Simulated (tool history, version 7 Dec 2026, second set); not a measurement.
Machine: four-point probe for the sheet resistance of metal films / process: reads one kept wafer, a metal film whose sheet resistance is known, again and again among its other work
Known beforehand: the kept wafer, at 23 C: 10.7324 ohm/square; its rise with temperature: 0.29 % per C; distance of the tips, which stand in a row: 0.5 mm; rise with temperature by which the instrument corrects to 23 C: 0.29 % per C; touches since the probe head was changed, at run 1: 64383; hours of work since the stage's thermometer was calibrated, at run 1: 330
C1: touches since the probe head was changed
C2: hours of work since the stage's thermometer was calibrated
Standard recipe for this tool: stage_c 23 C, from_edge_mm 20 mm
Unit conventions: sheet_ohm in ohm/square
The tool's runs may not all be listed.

Run 1, hour 0: usual settings; C1 64383; C2 330. Result: sheet_ohm 10.644652 ohm/square.
Run 2, hour 54.3: usual settings; C1 66802; C2 365. Result: sheet_ohm 10.644062 ohm/square.
Run 3, hour 93.8: usual settings but from_edge_mm 16 mm; C1 68560; C2 391. Result: sheet_ohm 10.645285 ohm/square.
Run 4, hour 158.6: usual settings; C1 71443; C2 433. Result: sheet_ohm 10.638821 ohm/square.
Run 5, hour 200.8: usual settings but stage_c 25 C; C1 73325; C2 460. Result: sheet_ohm 10.640042 ohm/square.
Run 6, hour 243.8: usual settings but stage_c 25 C; C1 75239; C2 488. Result: sheet_ohm 10.635176 ohm/square.
Run 7, hour 276.7: usual settings but stage_c 25 C; C1 76703; C2 510. Result: sheet_ohm 10.635991 ohm/square.
Run 8, hour 313.2: usual settings but from_edge_mm 10 mm; C1 78329; C2 533. Result: sheet_ohm 10.642145 ohm/square.
Run 9, hour 360.5: usual settings; C1 80435; C2 564. Result: sheet_ohm 10.628751 ohm/square.
Run 10, hour 426.9: usual settings; C1 83392; C2 607. Result: sheet_ohm 10.625503 ohm/square.
Run 11, hour 465.5: usual settings but from_edge_mm 4 mm; C1 85112; C2 632. Result: sheet_ohm 10.713946 ohm/square.
Run 12, hour 534.2: usual settings but from_edge_mm 4 mm; C1 88168; C2 677. Result: sheet_ohm 10.707001 ohm/square.
Run 13, hour 579.6: usual settings but from_edge_mm 4 mm; C1 90190; C2 706. Result: sheet_ohm 10.701275 ohm/square.
Run 14, hour 644.3: usual settings but stage_c 33 C; C1 93071; C2 748. Result: sheet_ohm 10.62718 ohm/square.
Run 15, hour 677.1: usual settings but stage_c 33 C; C1 94533; C2 770. Result: sheet_ohm 10.6215 ohm/square.
Run 16, hour 737.6: usual settings but stage_c 19 C; C1 97226; C2 809. Result: sheet_ohm 10.609236 ohm/square.
At hour 744: stage's thermometer calibrated.
Run 17, hour 799.8: usual settings but stage_c 19 C; C1 99973; C2 36. Result: sheet_ohm 10.607709 ohm/square.
Run 18, hour 852.5: usual settings but stage_c 26 C; C1 102321; C2 70. Result: sheet_ohm 10.610433 ohm/square.
At hour 862.6: stage's thermometer calibrated, once more.
Run 19, hour 893.2: usual settings but stage_c 26 C; C1 104110; C2 20. Result: sheet_ohm 10.610382 ohm/square.
Run 20, hour 932: usual settings but stage_c 26 C, from_edge_mm 22 mm; C1 105838; C2 45. Result: sheet_ohm 10.603151 ohm/square.
Run 21, hour 985.5: usual settings but stage_c 26 C, from_edge_mm 22 mm; C1 108220; C2 80. Result: sheet_ohm 10.6023 ohm/square.
Run 22, hour 1047: usual settings but stage_c 26 C, from_edge_mm 22 mm; C1 110961; C2 120. Result: sheet_ohm 10.597724 ohm/square.
At hour 1073.5: new probe head fitted.
Run 23, hour 1078.8: usual settings but stage_c 30 C, from_edge_mm 39 mm; C1 233; C2 140. Result: sheet_ohm 10.758016 ohm/square.
Run 24, hour 1127.9: usual settings but stage_c 30 C, from_edge_mm 11 mm; C1 2420; C2 172. Result: sheet_ohm 10.764097 ohm/square.
Run 25, hour 1168.5: usual settings but stage_c 30 C, from_edge_mm 11 mm; C1 4230; C2 198. Result: sheet_ohm 10.766115 ohm/square.
Run 26, hour 1198.3: usual settings but stage_c 18 C, from_edge_mm 8 mm; C1 5554; C2 217. Result: sheet_ohm 10.764631 ohm/square.
Run 27, hour 1228.1: usual settings but from_edge_mm 63 mm; C1 6883; C2 237. Result: sheet_ohm 10.744155 ohm/square.
Run 28, hour 1289.1: usual settings but stage_c 27 C, from_edge_mm 28 mm; C1 9600; C2 276. Result: sheet_ohm 10.750245 ohm/square.
Run 29, hour 1320.8: usual settings but stage_c 27 C, from_edge_mm 28 mm; C1 11009; C2 297. Result: sheet_ohm 10.747926 ohm/square.
Run 30, hour 1384.2: usual settings but stage_c 27 C, from_edge_mm 28 mm; C1 13833; C2 338. Result: sheet_ohm 10.741751 ohm/square.
Run 31, hour 1448.4: usual settings but stage_c 20 C, from_edge_mm 13 mm; C1 16692; C2 380. Result: sheet_ohm 10.743215 ohm/square.
Run 32, hour 1501.4: usual settings but stage_c 30 C, from_edge_mm 4 mm; C1 19050; C2 414. Result: sheet_ohm 10.827588 ohm/square.
Run 33, hour 1562.8: usual settings but stage_c 30 C, from_edge_mm 4 mm; C1 21786; C2 454. Result: sheet_ohm 10.825199 ohm/square.
Run 34, hour 1622: usual settings but stage_c 33 C, from_edge_mm 17 mm; C1 24422; C2 492. Result: sheet_ohm 10.736767 ohm/square.
Run 35, hour 1686.8: usual settings but stage_c 29 C, from_edge_mm 60 mm; C1 27306; C2 534. Result: sheet_ohm 10.726899 ohm/square.
Run 36, hour 1720.5: usual settings but stage_c 22 C, from_edge_mm 15 mm; C1 28808; C2 556. Result: sheet_ohm 10.726841 ohm/square.
Run 37, hour 1787.6: usual settings but stage_c 30 C, from_edge_mm 4 mm; C1 31795; C2 600. Result: sheet_ohm 10.8156 ohm/square.
Run 38, hour 1821.3: usual settings but stage_c 18 C, from_edge_mm 34 mm; C1 33295; C2 622. Result: sheet_ohm 10.717951 ohm/square.
Run 39, hour 1859: usual settings but stage_c 18 C, from_edge_mm 34 mm; C1 34973; C2 646. Result: sheet_ohm 10.713143 ohm/square.
Run 40, hour 1888.8: usual settings but stage_c 29 C, from_edge_mm 4 mm; C1 36300; C2 666. Result: sheet_ohm 10.804557 ohm/square.
Run 41, hour 1957.1: usual settings but stage_c 29 C, from_edge_mm 4 mm; C1 39341; C2 710. Result: sheet_ohm 10.806037 ohm/square.
Run 42, hour 1988.5: usual settings but from_edge_mm 3 mm; C1 40742; C2 730. Result: sheet_ohm 10.868013 ohm/square.
Run 43, hour 2036.5: usual settings but from_edge_mm 3 mm; C1 42878; C2 762. Result: sheet_ohm 10.866571 ohm/square.
Run 44, hour 2078.6: usual settings but stage_c 20 C, from_edge_mm 9 mm; C1 44752; C2 789. Result: sheet_ohm 10.718111 ohm/square.

Across each entry between runs, compare the hidden state at the last listed run before it with the hidden state at the first listed run after it:
From run 16 to run 17: stage's thermometer calibrated (hour 744)
  inner tips' distance over the nominal, %: -1.067 -> -1.091; tips' flats over new ones', %: 58 -> 60; wafer's true temperature over the reading, C: 0.04 -> 0.06
  measured value less the no-hidden-state value, sheet_ohm: -0.122489 -> -0.124791 ohm/square
From run 18 to run 19: stage's thermometer calibrated, once more (hour 862.6)
  inner tips' distance over the nominal, %: -1.113 -> -1.13; tips' flats over new ones', %: 61 -> 62; wafer's true temperature over the reading, C: 0.06 -> -0.03
  measured value less the no-hidden-state value, sheet_ohm: -0.12726 -> -0.132077 ohm/square
From run 22 to run 23: new probe head fitted (hour 1073.5)
  inner tips' distance over the nominal, %: -1.192 -> 0.166; tips' flats over new ones', %: 67 -> 0; wafer's true temperature over the reading, C: -0.02 -> -0.01
  measured value less the no-hidden-state value, sheet_ohm: -0.138777 -> +0.018906 ohm/square
